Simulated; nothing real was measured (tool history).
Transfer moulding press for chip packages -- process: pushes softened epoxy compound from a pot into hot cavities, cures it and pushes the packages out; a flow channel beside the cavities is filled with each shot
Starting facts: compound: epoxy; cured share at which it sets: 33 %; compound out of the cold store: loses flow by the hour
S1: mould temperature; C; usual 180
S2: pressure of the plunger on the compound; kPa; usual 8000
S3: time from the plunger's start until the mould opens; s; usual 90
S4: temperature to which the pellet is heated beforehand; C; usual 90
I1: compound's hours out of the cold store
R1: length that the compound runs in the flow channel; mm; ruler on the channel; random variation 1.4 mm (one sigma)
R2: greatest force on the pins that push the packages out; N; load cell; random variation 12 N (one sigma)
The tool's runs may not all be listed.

run	hour	S1	S2	S3	S4	I1	R1	R2
1	0.0	180	8000	90	90	38.7	633	845
2	12.2	180	8000	90	90	33.3	652	965
# hour 18.7: cavities cleaned with cleaning compound and waxed
3	37.8	186	8000	90	90	21.9	675	839
4	62.4	186	7090	90	90	26.7	616	888
# hour 74.3: cavities cleaned with cleaning compound and waxed, once more
5	83.8	180	8000	90	90	45.1	609	654
6	103.4	180	8000	90	90	26.9	664	781
7	117.1	180	7540	90	90	16.5	680	922
# hour 146.4: plunger's sealing rings changed
8	146.8	180	7540	90	90	25.6	663	940
# hour 154.5: cavities cleaned with cleaning compound and waxed
9	176.0	180	7540	90	90	24.8	663	755
10	189.9	180	8000	90	90	44.7	614	801
11	218.5	180	8000	90	94	14.2	713	955
# hour 233.7: cavities cleaned with cleaning compound and waxed
12	247.8	180	7060	90	90	9.2	690	740
13	273.9	180	7060	90	90	32.2	608	869
14	301.8	180	7060	79	90	21.7	639	1308

Predict the results of run 15:
# hour 313.0: cavities cleaned with cleaning compound and waxed
15	318.9	180	7060	79	90	37.1	?	?

{"run 15": {"R1": 589, "R2": 817}}
Were there no unlogged condition in the tool, this run, its random variation unchanged, would have produced R1 606 mm, R2 734 N.
